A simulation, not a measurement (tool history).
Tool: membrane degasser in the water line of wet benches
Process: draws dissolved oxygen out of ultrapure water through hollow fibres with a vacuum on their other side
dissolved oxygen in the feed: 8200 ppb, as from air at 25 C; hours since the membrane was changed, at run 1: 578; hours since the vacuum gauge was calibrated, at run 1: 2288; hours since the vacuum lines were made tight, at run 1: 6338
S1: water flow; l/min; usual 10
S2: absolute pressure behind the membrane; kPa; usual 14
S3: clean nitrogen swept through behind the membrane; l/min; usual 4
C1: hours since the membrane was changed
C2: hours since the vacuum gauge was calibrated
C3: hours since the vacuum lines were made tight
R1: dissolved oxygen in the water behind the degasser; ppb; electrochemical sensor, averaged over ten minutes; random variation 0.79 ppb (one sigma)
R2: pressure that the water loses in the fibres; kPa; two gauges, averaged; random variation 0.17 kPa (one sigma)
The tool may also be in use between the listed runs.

Run 1, hour 0: usual settings; C1 578; C2 2288; C3 6338. Result: R1 75.1 ppb, R2 25.99 kPa.
Run 2, hour 27.9: usual settings but S2 12.7 kPa; C1 605; C2 2316; C3 6366. Result: R1 69.3 ppb, R2 25.86 kPa.
Run 3, hour 84.5: usual settings but S3 6.58 l/min; C1 662; C2 2372; C3 6422. Result: R1 49.9 ppb, R2 26.05 kPa.
Run 4, hour 145.3: usual settings but S3 5.18 l/min; C1 723; C2 2433; C3 6483. Result: R1 60.5 ppb, R2 26.22 kPa.
Run 5, hour 204.5: usual settings but S3 5.18 l/min; C1 782; C2 2492; C3 6542. Result: R1 60 ppb, R2 25.81 kPa.
Run 6, hour 261.9: usual settings but S3 2.39 l/min; C1 839; C2 2550; C3 6600. Result: R1 122.8 ppb, R2 26.04 kPa.
Run 7, hour 322.7: usual settings but S3 2.39 l/min; C1 900; C2 2610; C3 6660. Result: R1 120.2 ppb, R2 26.18 kPa.
Run 8, hour 364.9: usual settings but S3 2.39 l/min; C1 942; C2 2652; C3 6703. Result: R1 120.2 ppb, R2 26.26 kPa.
Run 9, hour 429.4: usual settings but S3 3.92 l/min; C1 1007; C2 2717; C3 6767. Result: R1 78.9 ppb, R2 25.98 kPa.
Run 10, hour 470.7: usual settings; C1 1048; C2 2758; C3 6808. Result: R1 76.2 ppb, R2 26.12 kPa.
Run 11, hour 536.4: usual settings; C1 1114; C2 2824; C3 6874. Result: R1 77.2 ppb, R2 25.98 kPa.
Run 12, hour 574.2: usual settings; C1 1152; C2 2862; C3 6912. Result: R1 77.2 ppb, R2 25.95 kPa.
Run 13, hour 611.7: usual settings; C1 1189; C2 2899; C3 6949. Result: R1 77.4 ppb, R2 26.21 kPa.
Run 14, hour 646.6: usual settings; C1 1224; C2 2934; C3 6984. Result: R1 77.3 ppb, R2 25.82 kPa.
Run 15, hour 688.7: usual settings but S3 3.6 l/min; C1 1266; C2 2976; C3 7026. Result: R1 86.7 ppb, R2 26.15 kPa.
Run 16, hour 728.3: usual settings but S2 33.9 kPa; C1 1306; C2 3016; C3 7066. Result: R1 200.2 ppb, R2 26.16 kPa.
Run 17, hour 766.5: usual settings but S1 14 l/min, S2 11.7 kPa, S3 4.04 l/min; C1 1344; C2 3054; C3 7104. Result: R1 115.1 ppb, R2 36.47 kPa.
Run 18, hour 824: usual settings but S1 14 l/min, S2 31 kPa, S3 5.12 l/min; C1 1402; C2 3112; C3 7162. Result: R1 229.1 ppb, R2 36.76 kPa.
Run 19, hour 867.8: usual settings but S1 13 l/min, S3 4.93 l/min; C1 1445; C2 3155; C3 7205. Result: R1 102 ppb, R2 33.81 kPa.
Run 20, hour 930: usual settings but S3 7.18 l/min; C1 1508; C2 3218; C3 7268. Result: R1 47.5 ppb, R2 26.08 kPa.
Run 21, hour 992.7: usual settings but S1 14 l/min, S3 2.61 l/min; C1 1570; C2 3280; C3 7330. Result: R1 182.8 ppb, R2 36.54 kPa.
Run 22, hour 1058.2: usual settings but S1 8 l/min, S3 2.61 l/min; C1 1636; C2 3346; C3 7396. Result: R1 89.5 ppb, R2 20.99 kPa.
Run 23, hour 1091.1: usual settings but S1 7 l/min, S2 18.4 kPa, S3 1.73 l/min; C1 1669; C2 3379; C3 7429. Result: R1 160.5 ppb, R2 18.19 kPa.
Run 24, hour 1127.6: usual settings but S1 7 l/min, S2 18.4 kPa, S3 1.73 l/min; C1 1705; C2 3415; C3 7465. Result: R1 162.4 ppb, R2 17.91 kPa.
Run 25, hour 1177.6: usual settings but S1 14 l/min, S2 10.7 kPa; C1 1755; C2 3465; C3 7515. Result: R1 106.6 ppb, R2 36.56 kPa.
Run 26, hour 1235.7: usual settings but S1 14 l/min, S2 10.7 kPa; C1 1813; C2 3523; C3 7573. Result: R1 109.7 ppb, R2 36.86 kPa.
Run 27, hour 1281.2: usual settings but S3 2.48 l/min; C1 1859; C2 3569; C3 7619. Result: R1 118.4 ppb, R2 26.28 kPa.
Run 28, hour 1334.3: usual settings but S3 2.48 l/min; C1 1912; C2 3622; C3 7672. Result: R1 121 ppb, R2 26.06 kPa.
Run 29, hour 1392.7: usual settings but S3 2.48 l/min; C1 1970; C2 3680; C3 7730. Result: R1 120 ppb, R2 26.24 kPa.
Run 30, hour 1447.1: usual settings but S1 11 l/min, S2 22.7 kPa, S3 4.33 l/min; C1 2025; C2 3735; C3 7785. Result: R1 140 ppb, R2 28.97 kPa.
Run 31, hour 1477.3: usual settings but S2 18.2 kPa, S3 11.25 l/min; C1 2055; C2 3765; C3 7815. Result: R1 42.6 ppb, R2 26.13 kPa.
Run 32, hour 1514: usual settings but S2 18.2 kPa, S3 11.25 l/min; C1 2092; C2 3802; C3 7852. Result: R1 43.6 ppb, R2 26.03 kPa.

4 ways to go on from here, each from the tool as it stands after run 32. What would each give?
Run A, hour 1546.6: usual settings but S1 6 l/min; C1 2124; C2 3834; C3 7884. Result: R1 ?, R2 ?.
Run B, hour 1546.6: usual settings but S2 8.9 kPa; C1 2124; C2 3834; C3 7884. Result: R1 ?, R2 ?.
Run C, hour 1546.6: usual settings but S1 8 l/min, S2 13.2 kPa, S3 2.54 l/min; C1 2124; C2 3834; C3 7884. Result: R1 ?, R2 ?.
Run D, hour 1546.6: usual settings but S2 21.3 kPa, S3 11.36 l/min; C1 2124; C2 3834; C3 7884. Result: R1 ?, R2 ?.

run    R1     R2
  A  44.6   15.8
  B  44.9  26.25
  C  85.7     21
  D  50.2   26.5
Without the tool's hidden state the same runs would have given:
run    R1     R2
  A  40.5  15.55
  B    41  25.84
  C  79.3  20.66
  D    47  26.08
